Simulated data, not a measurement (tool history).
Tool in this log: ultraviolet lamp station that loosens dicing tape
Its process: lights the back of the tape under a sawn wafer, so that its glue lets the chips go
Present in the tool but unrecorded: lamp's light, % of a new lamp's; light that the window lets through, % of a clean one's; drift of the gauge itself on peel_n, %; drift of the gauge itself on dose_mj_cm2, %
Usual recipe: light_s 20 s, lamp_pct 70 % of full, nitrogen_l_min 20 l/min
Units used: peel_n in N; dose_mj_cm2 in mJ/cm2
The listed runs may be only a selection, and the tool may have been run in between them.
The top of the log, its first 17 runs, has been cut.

run	day	light_s	lamp_pct	nitrogen_l_min	hours of work of the lamp	hours of work since the window was cleaned	peel_n	dose_mj_cm2
# day 19.804: window cleaned of glue's vapour
18	20.338	20	70	15	49	10	0.579	295
19	21.9	20	70	15	78	39	0.609	286
20	23.575	20	70	13	110	71	0.717	278
21	24.988	12	64	10	136	97	2.375	150
22	26.658	12	64	10	168	129	2.456	144
23	28.275	11	94	40	198	159	0.938	190
24	29.042	11	94	40	213	174	1.036	184
25	29.975	10	97	6	230	191	2.299	176
# day 31.179: window cleaned of glue's vapour
26	31.188	10	97	6	252	0	2.084	195
27	32.675	10	97	6	280	28	2.067	189
28	33.471	10	97	6	295	43	2.062	186
29	35.258	12	70	9	329	77	2.402	159
30	36.988	17	70	18	362	109	1.047	215
31	38.5	23	69	12	390	138	0.783	275
32	39.45	23	70	11	408	156	0.798	278
33	41.033	23	70	11	438	185	0.893	267
# day 42.625: window cleaned of glue's vapour
34	42.625	23	70	11	467	0	0.67	305
35	43.712	23	70	11	488	20	0.698	299
36	45.517	20	70	6	522	54	1.354	254
37	47.338	30	68	12	556	89	0.426	356
38	48.767	30	68	12	583	115	0.468	344
39	50.421	30	68	23	614	147	0.321	339
40	51.262	30	68	23	630	162	0.338	331

Branching from run 40: 5 alternative next runs. What would each branch give?
A	52.254	14	68	23	648	181	?	?
B	52.254	11	70	20	648	181	?	?
C	52.254	30	62	17	648	181	?	?
D	52.254	21	67	18	648	181	?	?
E	52.254	14	68	23	648	181	?	?

run	peel_n	dose_mj_cm2
A	1.754	147
B	2.422	125
C	0.567	297
D	0.968	218
E	1.741	151
Had the tool no hidden state, the same runs would have come out as:
run	peel_n	dose_mj_cm2
A	1.013	203
B	1.571	170
C	0.247	406
D	0.469	301
E	1.007	207

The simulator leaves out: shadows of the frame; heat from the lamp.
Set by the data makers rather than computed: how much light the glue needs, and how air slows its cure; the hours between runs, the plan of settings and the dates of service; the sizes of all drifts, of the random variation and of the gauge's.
